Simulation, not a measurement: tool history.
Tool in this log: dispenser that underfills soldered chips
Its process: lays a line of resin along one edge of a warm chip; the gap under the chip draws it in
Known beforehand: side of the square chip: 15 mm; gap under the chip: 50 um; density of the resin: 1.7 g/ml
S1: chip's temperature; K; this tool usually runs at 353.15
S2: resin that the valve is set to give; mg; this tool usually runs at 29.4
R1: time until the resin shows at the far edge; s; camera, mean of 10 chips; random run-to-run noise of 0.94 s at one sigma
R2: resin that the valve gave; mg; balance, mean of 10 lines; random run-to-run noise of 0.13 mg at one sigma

run,day,S1,S2,R1,R2
1,0,353.15,29.4,103,28.71
# day 0.396: new syringe of resin
2,0.471,353.15,29.4,99.1,28.63
3,0.888,353.15,29.4,147.4,28.2
# day 0.925: new syringe of resin
4,1.396,353.15,29.4,145.5,28.19
# day 1.442: new syringe of resin
5,1.746,353.15,29.4,127.8,28.05
# day 1.983: new syringe of resin
6,2.171,353.15,29.4,111.4,27.76
7,2.475,359.15,29.4,118.8,27.84
# day 2.512: new syringe of resin
8,2.879,359.15,29.4,106.4,27.6
# day 3.033: new syringe of resin
9,3.246,353.15,37.1,111.9,34.55
# day 3.571: new syringe of resin
10,3.738,353.15,37.1,107,34.34
# day 4.096: new syringe of resin
11,4.217,361.15,29.4,78.8,27.14
# day 4.288: dispensing valve cleaned and set on the balance
12,4.617,361.15,29.4,111.3,29.44
# day 4.65: new syringe of resin
13,5.062,361.15,29.4,104.2,29.04
# day 5.188: new syringe of resin
14,5.35,362.15,29.4,79,28.98
# day 5.7: new syringe of resin
15,5.729,353.15,29.4,92.6,29.05
16,6.021,353.15,29.4,127.5,28.65
# day 6.258: new syringe of resin
17,6.283,353.15,29.4,96.1,28.67
18,6.629,353.15,29.4,134.4,28.41
# day 6.783: new syringe of resin
19,7.146,344.15,37.6,185.5,36.38
# day 7.312: new syringe of resin
20,7.642,344.15,37.6,176.4,36
# day 7.85: new syringe of resin
21,8.167,344.15,37.6,176.5,35.67
# day 8.388: new syringe of resin
22,8.621,352.15,31.1,123.6,29.39
# day 8.917: new syringe of resin
23,9.05,357.15,35.8,88.1,33.7
24,9.367,354.15,30,140.9,28.27
# day 9.454: new syringe of resin
25,9.838,347.15,36.7,166.5,34.01
# day 9.971: new syringe of resin
26,10.129,347.15,36.7,137.5,33.97
# day 10.375: dispensing valve cleaned and set on the balance
27,10.488,347.15,36.7,185.6,36.45
# day 10.538: new syringe of resin
28,10.821,347.15,36.7,154.9,36.64
# day 11.075: new syringe of resin
29,11.329,347.15,36.7,152.3,36.08
# day 11.612: new syringe of resin
30,11.767,341.15,25.6,183.1,25.12
# day 12.129: new syringe of resin
31,12.208,349.15,30.9,120.2,30.17
32,12.488,359.15,33.2,108.4,32.21
# day 12.662: new syringe of resin
33,12.808,359.15,33.2,87.9,32.3
# day 13.183: new syringe of resin
34,13.312,354.15,37.2,101.4,35.8
35,13.629,357.15,25.3,131.9,24.25
# day 13.729: new syringe of resin
36,14.079,359.15,32.5,106.6,31.16

Alternative continuations, all from the tool just after run 36; predict every row:
# day 14.254: new syringe of resin
A,14.4,359.15,33.9,?,?
# day 14.254: new syringe of resin
B,14.4,356.15,37.3,?,?
# day 14.254: new syringe of resin
C,14.4,358.15,29.4,?,?

run,R1,R2
A,86.7,32.18
B,97.9,35.55
C,90.7,28
Take away the tool's hidden state, keep each run's random variation, and the runs would have read:
run,R1,R2
A,69.8,33.93
B,78.8,37.48
C,72.5,29.53

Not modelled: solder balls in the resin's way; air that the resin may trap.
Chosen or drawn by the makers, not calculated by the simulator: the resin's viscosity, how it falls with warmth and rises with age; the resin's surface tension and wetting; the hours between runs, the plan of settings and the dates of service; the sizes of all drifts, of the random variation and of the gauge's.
